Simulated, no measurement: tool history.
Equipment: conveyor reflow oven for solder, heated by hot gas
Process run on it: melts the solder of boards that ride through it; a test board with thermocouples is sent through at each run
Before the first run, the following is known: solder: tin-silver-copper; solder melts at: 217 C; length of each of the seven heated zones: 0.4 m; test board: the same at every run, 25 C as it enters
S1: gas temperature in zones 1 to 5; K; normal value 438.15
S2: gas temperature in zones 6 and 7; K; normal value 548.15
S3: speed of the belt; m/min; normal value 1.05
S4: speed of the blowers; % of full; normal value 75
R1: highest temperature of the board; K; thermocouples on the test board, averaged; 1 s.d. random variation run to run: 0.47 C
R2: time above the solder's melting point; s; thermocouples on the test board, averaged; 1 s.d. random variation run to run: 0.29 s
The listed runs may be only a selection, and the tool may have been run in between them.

Run 1, hour 0.0: usual settings. Result: R1 524.05 K, R2 30.6 s.
Run 2, hour 48.0: usual settings. Result: R1 522.65 K, R2 30.3 s.
At hour 79.8: flux residue cleaned out of gas plates and filters.
Run 3, hour 112.4: usual settings. Result: R1 529.15 K, R2 33.6 s.
Run 4, hour 155.6: usual settings. Result: R1 527.85 K, R2 33.7 s.
Run 5, hour 210.4: usual settings. Result: R1 527.85 K, R2 33.7 s.
Run 6, hour 254.8: usual settings but S1 435.15 K. Result: R1 526.65 K, R2 33.0 s.
Run 7, hour 304.1: usual settings. Result: R1 527.35 K, R2 33.7 s.
Run 8, hour 349.5: usual settings. Result: R1 528.25 K, R2 33.6 s.
Run 9, hour 384.2: usual settings but S1 426.15 K. Result: R1 524.85 K, R2 29.7 s.
At hour 407.6: thermocouples of zones 6 and 7 changed.
At hour 439.2: belt drive overhauled, speed set with a stopwatch.
Run 10, hour 465.0: usual settings but S1 426.15 K. Result: R1 520.95 K, R2 27.8 s.
Run 11, hour 523.9: usual settings but S1 426.15 K. Result: R1 519.95 K, R2 27.0 s.
Run 12, hour 582.2: usual settings but S1 426.15 K. Result: R1 519.65 K, R2 27.1 s.
Run 13, hour 659.6: usual settings but S1 426.15 K. Result: R1 519.75 K, R2 26.3 s.
Run 14, hour 708.0: usual settings but S1 426.15 K. Result: R1 519.75 K, R2 26.4 s.
At hour 747.2: flux residue cleaned out of gas plates and filters.
Run 15, hour 788.1: usual settings but S1 426.15 K. Result: R1 525.45 K, R2 30.4 s.
Run 16, hour 844.2: usual settings but S2 553.15 K, S3 1.10 m/min. Result: R1 530.25 K, R2 32.4 s.
Run 17, hour 896.7: usual settings but S2 553.15 K, S3 1.10 m/min. Result: R1 528.75 K, R2 31.5 s.
Run 18, hour 963.2: usual settings but S1 426.15 K, S2 553.15 K, S3 1.10 m/min. Result: R1 526.95 K, R2 28.2 s.
Run 19, hour 995.8: usual settings but S1 426.15 K, S2 553.15 K, S3 1.10 m/min, S4 90 % of full. Result: R1 530.85 K, R2 31.2 s.
Run 20, hour 1062.6: usual settings but S2 547.15 K. Result: R1 525.15 K, R2 31.7 s.
Run 21, hour 1128.5: usual settings but S4 83 % of full. Result: R1 527.15 K, R2 33.1 s.
Run 22, hour 1205.7: usual settings but S1 440.15 K, S2 541.15 K, S3 1.24 m/min, S4 57 % of full. Result: R1 503.95 K, R2 12.8 s.
Run 23, hour 1264.7: usual settings but S1 440.15 K, S2 541.15 K, S3 1.24 m/min, S4 57 % of full. Result: R1 502.55 K, R2 12.6 s.
Run 24, hour 1307.6: usual settings but S1 440.15 K, S2 541.15 K, S3 1.24 m/min, S4 57 % of full. Result: R1 503.05 K, R2 12.4 s.
Run 25, hour 1344.8: usual settings but S1 440.15 K, S2 541.15 K, S3 1.24 m/min, S4 57 % of full. Result: R1 502.35 K, R2 12.0 s.
Run 26, hour 1393.8: usual settings but S2 538.15 K, S3 1.11 m/min, S4 56 % of full. Result: R1 504.95 K, R2 15.3 s.
At hour 1409.5: flux residue cleaned out of gas plates and filters.
Run 27, hour 1471.3: usual settings but S2 546.15 K. Result: R1 527.65 K, R2 32.9 s.
Run 28, hour 1526.4: usual settings but S2 546.15 K, S3 1.21 m/min. Result: R1 520.35 K, R2 24.6 s.
Run 29, hour 1575.6: usual settings but S2 542.15 K, S3 1.23 m/min, S4 64 % of full. Result: R1 511.85 K, R2 19.1 s.

4 options for the next run, each taken on its own from the tool as it stands now. Forecast them:
Run A, hour 1636.5: usual settings but S2 542.15 K, S3 1.18 m/min, S4 64 % of full. Result: R1 ?, R2 ?.
Run B, hour 1636.5: usual settings but S1 436.15 K. Result: R1 ?, R2 ?.
Run C, hour 1636.5: usual settings but S1 427.15 K, S2 542.15 K, S3 0.85 m/min, S4 64 % of full. Result: R1 ?, R2 ?.
Run D, hour 1636.5: usual settings but S1 435.15 K, S2 542.15 K, S3 1.23 m/min, S4 64 % of full. Result: R1 ?, R2 ?.

run      R1    R2
  A  513.05  21.5
  B  526.85  32.3
  C  524.25  38.0
  D  509.95  18.2
Had the tool no hidden state, the same runs would have come out as:
run      R1    R2
  A  513.05  21.3
  B  526.75  31.9
  C  523.65  37.3
  D  510.05  18.2

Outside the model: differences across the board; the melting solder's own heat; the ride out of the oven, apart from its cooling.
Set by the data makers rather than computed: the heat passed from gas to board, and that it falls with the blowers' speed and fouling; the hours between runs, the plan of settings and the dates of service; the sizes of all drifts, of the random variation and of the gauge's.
